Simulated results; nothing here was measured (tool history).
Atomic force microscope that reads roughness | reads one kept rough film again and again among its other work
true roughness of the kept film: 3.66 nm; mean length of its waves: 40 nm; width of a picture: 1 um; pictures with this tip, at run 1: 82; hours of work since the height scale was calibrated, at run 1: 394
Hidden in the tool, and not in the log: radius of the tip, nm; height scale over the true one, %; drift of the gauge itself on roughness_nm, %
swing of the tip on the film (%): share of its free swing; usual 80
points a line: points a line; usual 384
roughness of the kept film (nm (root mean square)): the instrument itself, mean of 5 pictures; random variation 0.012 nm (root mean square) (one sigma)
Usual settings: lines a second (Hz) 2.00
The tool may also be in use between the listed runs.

run     day  lines a second (Hz)  swing of the tip on the film (%)  points a line  pictures with this tip  hours of work since the height scale was calibrated  roughness of the kept film (nm (root mean square))
  1   0.000                 2.00                                80            384                      82                                                  394                                               3.169
  2   1.354                 2.00                                80            384                     135                                                  410                                               3.084
      1.600  -- new tip fitted
  3   2.262                 2.00                                80            384                      26                                                  421                                               3.252
  4   3.446                 2.00                                79            384                      73                                                  435                                               3.212
  5   4.358                 2.00                                79            384                     109                                                  446                                               3.161
      5.296  -- new tip fitted
  6   5.575                 2.00                                79            384                      11                                                  460                                               3.289
  7   6.171                 2.00                                80            384                      34                                                  467                                               3.237
      6.279  -- height scale calibrated on a step standard
  8   7.412                 2.00                                80            384                      81                                                   14                                               3.170
  9   8.242                 2.00                                80            384                     114                                                   23                                               3.158
      9.058  -- new tip fitted
      9.175  -- height scale calibrated on a step standard, once more
 10   9.408                 1.70                                80            606                      12                                                    3                                               3.287
 11  10.408                 2.00                                56            384                      52                                                   15                                               3.335
 12  11.312                 1.04                                79            354                      87                                                   26                                               3.220
 13  12.612                 1.57                                80            306                     138                                                   41                                               3.108
     12.754  -- new tip fitted
 14  14.021                 1.57                                80            306                      50                                                   58                                               3.237
 15  15.258                 1.57                                57            821                      99                                                   72                                               3.324
 16  16.138                 1.60                                77            356                     133                                                   83                                               3.135
     16.408  -- new tip fitted
 17  17.046                 0.64                                77            356                      25                                                   93                                               3.387

Forecast each of these 4 alternatives for the next run:
  A  18.267                 0.64                                77            356                      73                                                  108                                                   ?
  B  18.267                 2.00                                80            867                      73                                                  108                                                   ?
  C  18.267                 1.64                                79            626                      73                                                  108                                                   ?
  D  18.267                 0.65                                80            384                      73                                                  108                                                   ?

run  roughness of the kept film (nm (root mean square))
  A                                               3.319
  B                                               3.189
  C                                               3.233
  D                                               3.301
Without the tool's hidden state the same runs would have given:
run  roughness of the kept film (nm (root mean square))
  A                                               3.424
  B                                               3.290
  C                                               3.336
  D                                               3.405
